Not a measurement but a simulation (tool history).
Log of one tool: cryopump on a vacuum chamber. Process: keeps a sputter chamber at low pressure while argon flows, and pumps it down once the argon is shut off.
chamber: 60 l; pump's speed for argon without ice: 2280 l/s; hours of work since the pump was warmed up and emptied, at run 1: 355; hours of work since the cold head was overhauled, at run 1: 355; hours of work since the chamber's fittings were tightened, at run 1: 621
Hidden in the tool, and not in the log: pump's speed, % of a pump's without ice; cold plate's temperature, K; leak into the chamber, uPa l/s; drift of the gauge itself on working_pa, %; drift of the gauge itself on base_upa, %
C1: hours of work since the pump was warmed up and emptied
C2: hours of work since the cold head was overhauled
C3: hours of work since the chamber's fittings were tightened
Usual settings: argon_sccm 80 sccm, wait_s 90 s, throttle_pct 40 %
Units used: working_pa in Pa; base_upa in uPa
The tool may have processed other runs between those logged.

run 1 day=0.000 | argon_sccm=80 wait_s=90 throttle_pct=40 | C1=355 C2=355 C3=621 | working_pa=0.1543 base_upa=0.72
run 2 day=0.829 | argon_sccm=80 wait_s=90 throttle_pct=40 | C1=373 C2=373 C3=638 | working_pa=0.1547 base_upa=0.75
run 3 day=1.579 | argon_sccm=80 wait_s=90 throttle_pct=40 | C1=389 C2=389 C3=655 | working_pa=0.1539 base_upa=0.78
run 4 day=2.008 | argon_sccm=76 wait_s=90 throttle_pct=40 | C1=398 C2=398 C3=664 | working_pa=0.1459 base_upa=0.81
run 5 day=2.667 | argon_sccm=76 wait_s=90 throttle_pct=40 | C1=412 C2=412 C3=678 | working_pa=0.1462 base_upa=0.75
run 6 day=3.071 | argon_sccm=76 wait_s=90 throttle_pct=40 | C1=421 C2=421 C3=687 | working_pa=0.1470 base_upa=0.79
run 7 day=3.708 | argon_sccm=80 wait_s=90 throttle_pct=46 | C1=435 C2=435 C3=700 | working_pa=0.1349 base_upa=0.77
run 8 day=4.054 | argon_sccm=55 wait_s=90 throttle_pct=40 | C1=442 C2=442 C3=708 | working_pa=0.1064 base_upa=0.80
run 9 day=4.696 | argon_sccm=55 wait_s=90 throttle_pct=40 | C1=456 C2=456 C3=722 | working_pa=0.1066 base_upa=0.75
run 10 day=5.508 | argon_sccm=55 wait_s=90 throttle_pct=40 | C1=474 C2=474 C3=739 | working_pa=0.1077 base_upa=0.79
run 11 day=6.233 | argon_sccm=55 wait_s=90 throttle_pct=40 | C1=489 C2=489 C3=755 | working_pa=0.1077 base_upa=0.82
run 12 day=6.808 | argon_sccm=55 wait_s=90 throttle_pct=40 | C1=502 C2=502 C3=767 | working_pa=0.1054 base_upa=0.86
run 13 day=7.492 | argon_sccm=55 wait_s=90 throttle_pct=40 | C1=516 C2=516 C3=782 | working_pa=0.1077 base_upa=0.84
run 14 day=8.079 | argon_sccm=55 wait_s=90 throttle_pct=40 | C1=529 C2=529 C3=795 | working_pa=0.1078 base_upa=0.88
run 15 day=8.554 | argon_sccm=55 wait_s=90 throttle_pct=40 | C1=539 C2=539 C3=805 | working_pa=0.1088 base_upa=0.84
run 16 day=9.129 | argon_sccm=79 wait_s=168 throttle_pct=40 | C1=552 C2=552 C3=817 | working_pa=0.1544 base_upa=0.69
run 17 day=9.546 | argon_sccm=114 wait_s=90 throttle_pct=40 | C1=561 C2=561 C3=826 | working_pa=0.2219 base_upa=0.88
run 18 day=10.379 | argon_sccm=80 wait_s=34 throttle_pct=21 | C1=579 C2=579 C3=844 | working_pa=0.2933 base_upa=1.31
run 19 day=10.867 | argon_sccm=80 wait_s=34 throttle_pct=21 | C1=589 C2=589 C3=855 | working_pa=0.2898 base_upa=1.40
run 20 day=11.683 | argon_sccm=35 wait_s=23 throttle_pct=35 | C1=607 C2=607 C3=872 | working_pa=0.0777 base_upa=1.73
run 21 day=12.029 | argon_sccm=35 wait_s=23 throttle_pct=35 | C1=614 C2=614 C3=880 | working_pa=0.0788 base_upa=1.74
run 22 day=12.667 | argon_sccm=134 wait_s=262 throttle_pct=16 | C1=628 C2=628 C3=893 | working_pa=0.6373 base_upa=0.71
run 23 day=13.150 | argon_sccm=134 wait_s=151 throttle_pct=16 | C1=638 C2=638 C3=904 | working_pa=0.6356 base_upa=0.78
run 24 day=13.708 | argon_sccm=45 wait_s=104 throttle_pct=16 | C1=650 C2=650 C3=916 | working_pa=0.2152 base_upa=0.86
run 25 day=14.158 | argon_sccm=45 wait_s=104 throttle_pct=16 | C1=660 C2=660 C3=926 | working_pa=0.2143 base_upa=0.87
run 26 day=14.600 | argon_sccm=45 wait_s=104 throttle_pct=16 | C1=670 C2=670 C3=935 | working_pa=0.2127 base_upa=0.88
run 27 day=15.117 | argon_sccm=80 wait_s=41 throttle_pct=15 | C1=681 C2=681 C3=946 | working_pa=0.4064 base_upa=1.27
run 28 day=15.512 | argon_sccm=74 wait_s=48 throttle_pct=58 | C1=689 C2=689 C3=955 | working_pa=0.1051 base_upa=1.22
run 29 day=16.271 | argon_sccm=52 wait_s=75 throttle_pct=24 | C1=705 C2=705 C3=971 | working_pa=0.1694 base_upa=0.97

Table of differences, measured result less the result of that run with no hidden state. Run-to-run variation is the same in both. Gauge scatter possibly is not:
run=1 working_pa=+0.0054 base_upa=+0.32
run=2 working_pa=+0.0057 base_upa=+0.32
run=3 working_pa=+0.0058 base_upa=+0.34
run=4 working_pa=+0.0057 base_upa=+0.32
run=5 working_pa=+0.0059 base_upa=+0.33
run=6 working_pa=+0.0060 base_upa=+0.36
run=7 working_pa=+0.0065 base_upa=+0.36
run=8 working_pa=+0.0045 base_upa=+0.35
run=9 working_pa=+0.0047 base_upa=+0.36
run=10 working_pa=+0.0049 base_upa=+0.38
run=11 working_pa=+0.0050 base_upa=+0.37
run=12 working_pa=+0.0052 base_upa=+0.40
run=13 working_pa=+0.0053 base_upa=+0.40
run=14 working_pa=+0.0055 base_upa=+0.42
run=15 working_pa=+0.0056 base_upa=+0.41
run=16 working_pa=+0.0082 base_upa=+0.42
run=17 working_pa=+0.0120 base_upa=+0.43
run=18 working_pa=+0.0088 base_upa=+0.43
run=19 working_pa=+0.0089 base_upa=+0.45
run=20 working_pa=+0.0040 base_upa=+0.45
run=21 working_pa=+0.0041 base_upa=+0.46
run=22 working_pa=+0.0159 base_upa=+0.47
run=23 working_pa=+0.0161 base_upa=+0.48
run=24 working_pa=+0.0056 base_upa=+0.47
run=25 working_pa=+0.0056 base_upa=+0.49
run=26 working_pa=+0.0057 base_upa=+0.49
run=27 working_pa=+0.0105 base_upa=+0.51
run=28 working_pa=+0.0099 base_upa=+0.52
run=29 working_pa=+0.0071 base_upa=+0.51

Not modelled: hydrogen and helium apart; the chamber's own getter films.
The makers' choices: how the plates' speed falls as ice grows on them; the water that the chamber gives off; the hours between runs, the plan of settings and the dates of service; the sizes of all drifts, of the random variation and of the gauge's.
